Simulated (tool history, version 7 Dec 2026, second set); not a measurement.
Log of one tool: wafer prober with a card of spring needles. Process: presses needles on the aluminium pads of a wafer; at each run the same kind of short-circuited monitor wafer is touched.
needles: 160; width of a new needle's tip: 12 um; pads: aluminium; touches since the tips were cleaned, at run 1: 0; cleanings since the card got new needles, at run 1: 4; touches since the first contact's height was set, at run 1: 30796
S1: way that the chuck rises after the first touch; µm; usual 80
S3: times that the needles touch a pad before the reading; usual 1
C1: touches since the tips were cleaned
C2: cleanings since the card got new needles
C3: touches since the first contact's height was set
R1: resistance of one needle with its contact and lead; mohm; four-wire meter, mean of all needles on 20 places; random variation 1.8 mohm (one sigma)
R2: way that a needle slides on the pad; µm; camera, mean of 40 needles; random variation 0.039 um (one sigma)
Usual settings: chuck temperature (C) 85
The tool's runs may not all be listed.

Run 1, day 0: usual settings; C1 0; C2 4; C3 30796. Result: R1 192 mohm, R2 18.4 µm.
Run 2, day 0.242: usual settings but S3 2; C1 2533; C2 4; C3 33329. Result: R1 191 mohm, R2 18.36 µm.
At day 0.629: tips cleaned on abrasive film.
Run 3, day 0.654: usual settings but chuck temperature (C) 74; C1 263; C2 5; C3 37638. Result: R1 188 mohm, R2 18.4 µm.
Run 4, day 0.962: usual settings; C1 3537; C2 5; C3 40912. Result: R1 194 mohm, R2 18.27 µm.
At day 1.25: tips cleaned on abrasive film.
Run 5, day 1.267: usual settings but S1 99 µm; C1 193; C2 6; C3 44101. Result: R1 191 mohm, R2 22.59 µm.
Run 6, day 1.512: usual settings but S1 99 µm; C1 2766; C2 6; C3 46674. Result: R1 189 mohm, R2 22.53 µm.
At day 1.875: tips cleaned on abrasive film.
Run 7, day 1.883: usual settings but S3 2; C1 75; C2 7; C3 50550. Result: R1 193 mohm, R2 18.28 µm.
Run 8, day 2.142: usual settings but S3 2; C1 2821; C2 7; C3 53296. Result: R1 189 mohm, R2 18.28 µm.
At day 2.504: tips cleaned on abrasive film.
Run 9, day 2.533: usual settings but S1 99 µm; C1 322; C2 8; C3 57371. Result: R1 187 mohm, R2 22.6 µm.
Run 10, day 2.95: usual settings; C1 4701; C2 8; C3 61750. Result: R1 190 mohm, R2 18.22 µm.
At day 3.15: tips cleaned on abrasive film.
Run 11, day 3.15: usual settings; C1 0; C2 9; C3 63838. Result: R1 192 mohm, R2 18.14 µm.
Run 12, day 3.342: usual settings but S1 92 µm, chuck temperature (C) 35, S3 2; C1 2028; C2 9; C3 65866. Result: R1 180 mohm, R2 20.89 µm.
Run 13, day 3.583: usual settings but chuck temperature (C) 90; C1 4576; C2 9; C3 68414. Result: R1 191 mohm, R2 18.14 µm.
At day 3.8: tips cleaned on abrasive film.
Run 14, day 3.929: usual settings but chuck temperature (C) 49; C1 1356; C2 10; C3 72026. Result: R1 181 mohm, R2 18.06 µm.
Run 15, day 4.292: usual settings but S1 64 µm, chuck temperature (C) 47; C1 5174; C2 10; C3 75844. Result: R1 182 mohm, R2 14.45 µm.

Forecast run 16:
At day 4.425: tips cleaned on abrasive film.
Run 16, day 4.708: usual settings but S1 70 µm, chuck temperature (C) 72, S3 2; C1 2985; C2 11; C3 80202. Result: R1 ?, R2 ?.

{"run 16": {"R1": 188, "R2": 15.84}}
Without the tool's hidden state the same run would have given R1 188 mohm, R2 16.13 µm.
